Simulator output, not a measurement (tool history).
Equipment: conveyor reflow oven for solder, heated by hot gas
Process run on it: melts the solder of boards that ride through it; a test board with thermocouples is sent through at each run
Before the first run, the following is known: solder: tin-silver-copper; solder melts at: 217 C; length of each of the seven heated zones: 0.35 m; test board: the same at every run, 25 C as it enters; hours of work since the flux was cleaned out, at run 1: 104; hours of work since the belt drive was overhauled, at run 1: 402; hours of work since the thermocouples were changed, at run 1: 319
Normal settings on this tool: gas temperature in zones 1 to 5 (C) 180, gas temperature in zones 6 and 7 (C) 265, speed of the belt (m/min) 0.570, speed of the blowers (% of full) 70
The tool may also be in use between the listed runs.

run   hour  gas temperature in zones 1 to 5 (C)  gas temperature in zones 6 and 7 (C)  speed of the belt (m/min)  speed of the blowers (% of full)  hours of work since the flux was cleaned out  hours of work since the belt drive was overhauled  hours of work since the thermocouples were changed  highest temperature of the board (C)  time above the solder's melting point (s)
  1    0.0                                  180                                   265                      0.570                                70                                           104                                                402                                                 319                                 253.0                                       58.2
  2   24.7                                  180                                   265                      0.570                                70                                           117                                                416                                                 332                                 253.2                                       58.8
  3   46.3                                  180                                   272                      0.570                                70                                           128                                                427                                                 344                                 259.3                                       61.7
  4   63.4                                  180                                   272                      0.570                                70                                           137                                                436                                                 353                                 259.4                                       62.2
  5   88.7                                  168                                   265                      0.570                                70                                           151                                                450                                                 366                                 251.4                                       53.9
  6  111.7                                  168                                   265                      0.570                                70                                           163                                                462                                                 379                                 251.2                                       53.4
  7  134.2                                  180                                   265                      0.570                                70                                           175                                                474                                                 391                                 253.0                                       58.8
  8  151.3                                  173                                   265                      0.570                                70                                           184                                                483                                                 400                                 252.0                                       55.9
  9  178.4                                  173                                   265                      0.570                                70                                           198                                                497                                                 414                                 252.1                                       55.2
 10  194.5                                  180                                   265                      0.578                                70                                           207                                                506                                                 423                                 252.8                                       57.3
 11  213.1                                  180                                   265                      0.598                                70                                           217                                                516                                                 433                                 251.7                                       54.8
 12  233.3                                  180                                   265                      0.598                                70                                           228                                                527                                                 443                                 251.9                                       54.6
 13  260.5                                  180                                   265                      0.598                                70                                           242                                                541                                                 458                                 251.7                                       54.6
 14  285.3                                  180                                   265                      0.598                                70                                           255                                                554                                                 471                                 251.7                                       54.8
     293.2  -- flux residue cleaned out of gas plates and filters
 15  315.9                                  180                                   265                      0.555                                70                                            12                                                568                                                 485                                 253.6                                       60.4
 16  332.9                                  180                                   265                      0.555                                70                                            21                                                577                                                 494                                 253.9                                       60.9
 17  359.0                                  180                                   256                      0.570                                70                                            35                                                591                                                 508                                 245.0                                       53.3
 18  378.7                                  180                                   267                      0.570                                70                                            46                                                601                                                 518                                 254.8                                       59.4
 19  409.0                                  180                                   267                      0.570                                70                                            62                                                617                                                 534                                 254.9                                       59.7
     426.4  -- thermocouples of zones 6 and 7 changed
 20  442.5                                  180                                   267                      0.570                                70                                            78                                                634                                                   9                                 254.7                                       60.2
 21  463.0                                  180                                   267                      0.570                                70                                            89                                                645                                                  19                                 255.1                                       60.0
 22  493.1                                  180                                   276                      0.570                                84                                           105                                                661                                                  36                                 265.1                                       65.2
 23  509.8                                  168                                   276                      0.498                                53                                           114                                                670                                                  44                                 261.9                                       68.5
 24  535.8                                  168                                   276                      0.498                                53                                           128                                                684                                                  58                                 261.8                                       67.8
 25  565.6                                  168                                   256                      0.498                                90                                           144                                                700                                                  74                                 248.8                                       62.2
 26  595.2                                  168                                   256                      0.498                                90                                           160                                                716                                                  90                                 248.9                                       62.3

Alternative continuations, all from the tool just after run 26; predict every row:
  A  614.7                                  165                                   265                      0.570                                87                                           170                                                726                                                 100                                     ?                                          ?
  B  614.7                                  177                                   265                      0.570                                70                                           170                                                726                                                 100                                     ?                                          ?
  C  614.7                                  166                                   256                      0.510                                51                                           170                                                726                                                 100                                     ?                                          ?
  D  614.7                                  168                                   256                      0.557                                90                                           170                                                726                                                 100                                     ?                                          ?
  E  614.7                                  180                                   259                      0.570                                85                                           170                                                726                                                 100                                     ?                                          ?

run  highest temperature of the board (C)  time above the solder's melting point (s)
  A                                 253.3                                       54.7
  B                                 252.7                                       57.4
  C                                 242.4                                       50.7
  D                                 246.4                                       52.7
  E                                 249.5                                       57.5
Without the tool's unlogged condition, the same runs would have read:
run  highest temperature of the board (C)  time above the solder's melting point (s)
  A                                 253.3                                       54.6
  B                                 252.7                                       57.4
  C                                 242.4                                       50.7
  D                                 246.4                                       52.7
  E                                 249.5                                       57.4

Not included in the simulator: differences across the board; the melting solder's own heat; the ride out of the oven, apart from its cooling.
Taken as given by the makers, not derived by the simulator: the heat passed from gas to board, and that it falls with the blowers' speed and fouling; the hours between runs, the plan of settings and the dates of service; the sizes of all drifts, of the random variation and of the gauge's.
